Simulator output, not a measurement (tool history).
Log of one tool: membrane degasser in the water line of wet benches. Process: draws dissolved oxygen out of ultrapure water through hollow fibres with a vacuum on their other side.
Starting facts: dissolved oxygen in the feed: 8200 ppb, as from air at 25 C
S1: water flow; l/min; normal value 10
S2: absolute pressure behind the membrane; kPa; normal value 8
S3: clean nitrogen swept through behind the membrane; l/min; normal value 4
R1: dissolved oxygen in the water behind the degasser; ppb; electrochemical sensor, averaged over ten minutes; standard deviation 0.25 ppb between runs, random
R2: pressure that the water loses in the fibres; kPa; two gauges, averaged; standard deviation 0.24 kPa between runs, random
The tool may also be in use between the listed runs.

run 1 hour=0 | S1=10 S2=8 S3=4 | R1=33.1 R2=64.56
run 2 hour=168.8 | S1=10 S2=8 S3=3.26 | R1=39.6 R2=64.66
run 3 hour=313 | S1=10 S2=8 S3=3.26 | R1=40.5 R2=64.91
run 4 hour=393.1 | S1=10 S2=8 S3=3.26 | R1=40 R2=65.17
run 5 hour=471.4 | S1=10 S2=8 S3=3.26 | R1=40.1 R2=64.74
run 6 hour=645.6 | S1=10 S2=8 S3=2.75 | R1=47.2 R2=64.88
run 7 hour=795.6 | S1=10 S2=8 S3=2.75 | R1=47.1 R2=65.35
run 8 hour=876 | S1=10 S2=8 S3=2.26 | R1=57.1 R2=65.2
run 9 hour=988.4 | S1=10 S2=8 S3=2.26 | R1=57.1 R2=65.18
run 10 hour=1099.6 | S1=10 S2=8 S3=2.26 | R1=56.7 R2=65.87
run 11 hour=1254.7 | S1=10 S2=8 S3=2.26 | R1=57.4 R2=65.71
run 12 hour=1340.3 | S1=10 S2=8 S3=2.26 | R1=57.9 R2=65.51
run 13 hour=1462.9 | S1=10 S2=8 S3=4 | R1=34.7 R2=65.54
run 14 hour=1587.8 | S1=10 S2=8 S3=4 | R1=34.1 R2=65.78
run 15 hour=1766.9 | S1=10 S2=8 S3=4 | R1=34.2 R2=65.62
run 16 hour=1931.4 | S1=10 S2=8 S3=4 | R1=34.8 R2=65.57
run 17 hour=2055.4 | S1=7 S2=9.53 S3=6.72 | R1=19.1 R2=46.24
run 18 hour=2174.5 | S1=10 S2=4.84 S3=1.76 | R1=29.5 R2=65.78
run 19 hour=2264.5 | S1=12 S2=10.54 S3=1.76 | R1=130.4 R2=79.21
run 20 hour=2409 | S1=12 S2=10.54 S3=1.76 | R1=130.9 R2=79.54
run 21 hour=2499.7 | S1=12 S2=10.54 S3=1.76 | R1=129.2 R2=79.23
run 22 hour=2607.6 | S1=12 S2=10.54 S3=1.76 | R1=125.2 R2=78.82
run 23 hour=2757.9 | S1=12 S2=10.54 S3=1.76 | R1=128.1 R2=79.48
run 24 hour=2876.2 | S1=13 S2=10.54 S3=1.64 | R1=145.2 R2=86.46
run 25 hour=2950.3 | S1=9 S2=10.54 S3=2.65 | R1=66.1 R2=59.81
run 26 hour=3029.9 | S1=9 S2=9.93 S3=2.71 | R1=60.6 R2=59.77
run 27 hour=3206.3 | S1=9 S2=9.93 S3=2.71 | R1=59.3 R2=60.08
run 28 hour=3315 | S1=11 S2=6.98 S3=6.64 | R1=20.1 R2=73.11
run 29 hour=3489.1 | S1=15 S2=7.53 S3=7.02 | R1=32.4 R2=99.79
run 30 hour=3579.9 | S1=10 S2=8 S3=2.16 | R1=59.4 R2=66.68
run 31 hour=3750.2 | S1=12 S2=16.67 S3=1.9 | R1=214.2 R2=79.75

Withheld: 2 entries from between the runs. Position of each, and hidden state at the listed run before versus the listed run after:
From run 15 to run 16: vacuum gauge calibrated (hour 1784)
  membrane still open, %: 96.5 -> 96.3; true pressure behind the membrane over the reading, kPa: 0.17 -> 0.23; air that leaks in behind the membrane, l/min: 0.0119 -> 0.0124
  measured less the result without the state, R1: +2.6 -> +3.1 ppb; R2: +2.31 -> +2.4 kPa
From run 21 to run 22: vacuum gauge calibrated, once more (hour 2597.8)
  membrane still open, %: 95.9 -> 95.8; true pressure behind the membrane over the reading, kPa: 0.25 -> -0.02; air that leaks in behind the membrane, l/min: 0.0141 -> 0.0145
  measured less the result without the state, R1: +8.3 -> +4.1 ppb; R2: +3.23 -> +3.28 kPa
